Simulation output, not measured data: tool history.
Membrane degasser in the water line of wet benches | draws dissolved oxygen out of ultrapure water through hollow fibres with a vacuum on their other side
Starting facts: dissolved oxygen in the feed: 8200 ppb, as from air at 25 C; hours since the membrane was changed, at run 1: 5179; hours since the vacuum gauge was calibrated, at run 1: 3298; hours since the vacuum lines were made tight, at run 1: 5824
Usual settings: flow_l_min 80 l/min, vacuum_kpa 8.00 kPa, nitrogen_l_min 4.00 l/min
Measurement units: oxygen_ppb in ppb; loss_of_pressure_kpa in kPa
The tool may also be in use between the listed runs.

| run | hour | flow_l_min | vacuum_kpa | nitrogen_l_min | hours since the membrane was changed | hours since the vacuum gauge was calibrated | hours since the vacuum lines were made tight | oxygen_ppb | loss_of_pressure_kpa |
|---|---|---|---|---|---|---|---|---|---|
| 1 | 0.0 | 80 | 8.00 | 4.00 | 5179 | 3298 | 5824 | 230.0 | 27.21 |
| 2 | 151.0 | 80 | 8.00 | 4.00 | 5330 | 3449 | 5975 | 231.8 | 27.29 |
| 3 | 256.1 | 80 | 8.00 | 4.00 | 5435 | 3554 | 6080 | 231.4 | 27.25 |
| 4 | 325.7 | 105 | 8.00 | 4.00 | 5504 | 3624 | 6150 | 299.1 | 36.29 |
| 5 | 448.9 | 105 | 8.00 | 4.00 | 5628 | 3747 | 6273 | 300.9 | 36.00 |
| 6 | 600.7 | 80 | 8.00 | 3.54 | 5779 | 3899 | 6425 | 256.2 | 27.40 |
| 7 | 728.9 | 80 | 8.00 | 6.51 | 5908 | 4027 | 6553 | 157.1 | 27.66 |
| 8 | 845.2 | 80 | 8.00 | 6.51 | 6024 | 4143 | 6669 | 156.9 | 27.25 |
| 9 | 995.3 | 80 | 14.01 | 4.00 | 6174 | 4294 | 6819 | 480.9 | 27.42 |
| 10 | 1104.3 | 80 | 14.01 | 4.00 | 6283 | 4403 | 6928 | 480.8 | 27.45 |
| 11 | 1200.6 | 80 | 14.01 | 4.00 | 6379 | 4499 | 7025 | 481.3 | 27.42 |
| 12 | 1270.7 | 80 | 8.00 | 4.00 | 6449 | 4569 | 7095 | 232.7 | 27.45 |
| 13 | 1337.5 | 72 | 8.00 | 4.00 | 6516 | 4636 | 7162 | 210.1 | 24.75 |
| 14 | 1405.7 | 80 | 8.00 | 4.00 | 6584 | 4704 | 7230 | 233.1 | 27.37 |
| 15 | 1505.8 | 80 | 8.00 | 6.42 | 6684 | 4804 | 7330 | 159.5 | 27.57 |
| 16 | 1596.9 | 80 | 8.00 | 6.42 | 6775 | 4895 | 7421 | 160.0 | 27.36 |
| 17 | 1670.7 | 96 | 7.81 | 6.93 | 6849 | 4969 | 7495 | 177.7 | 33.19 |
| 18 | 1767.7 | 68 | 4.91 | 5.17 | 6946 | 5066 | 7592 | 68.2 | 23.48 |
| 19 | 1923.5 | 68 | 13.59 | 8.59 | 7102 | 5222 | 7748 | 207.5 | 23.58 |
| 20 | 2047.1 | 72 | 6.26 | 4.00 | 7226 | 5345 | 7871 | 143.0 | 24.79 |
| 21 | 2127.8 | 72 | 6.26 | 4.00 | 7306 | 5426 | 7952 | 143.4 | 24.67 |
| 22 | 2217.5 | 80 | 9.25 | 2.87 | 7396 | 5516 | 8042 | 372.6 | 27.59 |
| 23 | 2333.1 | 77 | 9.25 | 4.94 | 7512 | 5631 | 8157 | 231.0 | 26.41 |
| 24 | 2465.5 | 77 | 9.25 | 4.94 | 7644 | 5764 | 8290 | 235.1 | 26.50 |
|  | 2584.7 | seals of the vacuum lines changed |
| 25 | 2585.1 | 108 | 6.21 | 4.00 | 7762 | 5881 | 0 | 214.8 | 37.21 |
| 26 | 2679.8 | 90 | 6.21 | 4.37 | 7856 | 5976 | 95 | 166.5 | 31.18 |
| 27 | 2760.5 | 80 | 8.00 | 4.01 | 7937 | 6057 | 176 | 233.7 | 27.79 |
| 28 | 2847.4 | 80 | 8.00 | 4.01 | 8024 | 6144 | 263 | 232.7 | 27.49 |
| 29 | 3006.5 | 70 | 8.00 | 2.66 | 8183 | 6303 | 422 | 288.9 | 24.24 |
| 30 | 3140.2 | 72 | 9.88 | 8.90 | 8317 | 6436 | 555 | 145.5 | 24.81 |
|  | 3155.3 | vacuum gauge calibrated |
| 31 | 3254.7 | 48 | 10.78 | 5.15 | 8431 | 99 | 670 | 170.2 | 16.55 |

Hidden state or all else? Some run-to-run changes of oxygen_ppb, split into what the settings, what came in and random variation would give without the hidden state, and what is left for the hidden state (with any gauge scatter that isn't in both results):
Hidden conditions of the tool in this case: membrane still open, %; true pressure behind the membrane over the reading, kPa; air that leaks in behind the membrane, l/min; drift of the gauge itself on oxygen_ppb, %; drift of the gauge itself on loss_of_pressure_kpa, %.
Run 8 -> 9: vacuum_kpa 8.00 -> 14.01, nitrogen_l_min 6.51 -> 4.00. oxygen_ppb +324.0 ppb: hidden state +2.6, all else +321.4.
Run 11 -> 12: vacuum_kpa 14.01 -> 8.00. oxygen_ppb -248.6 ppb: hidden state -0.7, all else -247.9.
Run 21 -> 22: flow_l_min 72 -> 80, vacuum_kpa 6.26 -> 9.25, nitrogen_l_min 4.00 -> 2.87. oxygen_ppb +229.2 ppb: hidden state +2.9, all else +226.3.
Run 24 -> 25: flow_l_min 77 -> 108, vacuum_kpa 9.25 -> 6.21, nitrogen_l_min 4.94 -> 4.00, seals of the vacuum lines changed. oxygen_ppb -20.3 ppb: hidden state +4.2, all else -24.5.
Run 29 -> 30: flow_l_min 70 -> 72, vacuum_kpa 8.00 -> 9.88, nitrogen_l_min 2.66 -> 8.90. oxygen_ppb -143.4 ppb: hidden state -5.2, all else -138.2.
Run 30 -> 31: flow_l_min 72 -> 48, vacuum_kpa 9.88 -> 10.78, nitrogen_l_min 8.90 -> 5.15, vacuum gauge calibrated. oxygen_ppb +24.7 ppb: hidden state -3.1, all else +27.8.

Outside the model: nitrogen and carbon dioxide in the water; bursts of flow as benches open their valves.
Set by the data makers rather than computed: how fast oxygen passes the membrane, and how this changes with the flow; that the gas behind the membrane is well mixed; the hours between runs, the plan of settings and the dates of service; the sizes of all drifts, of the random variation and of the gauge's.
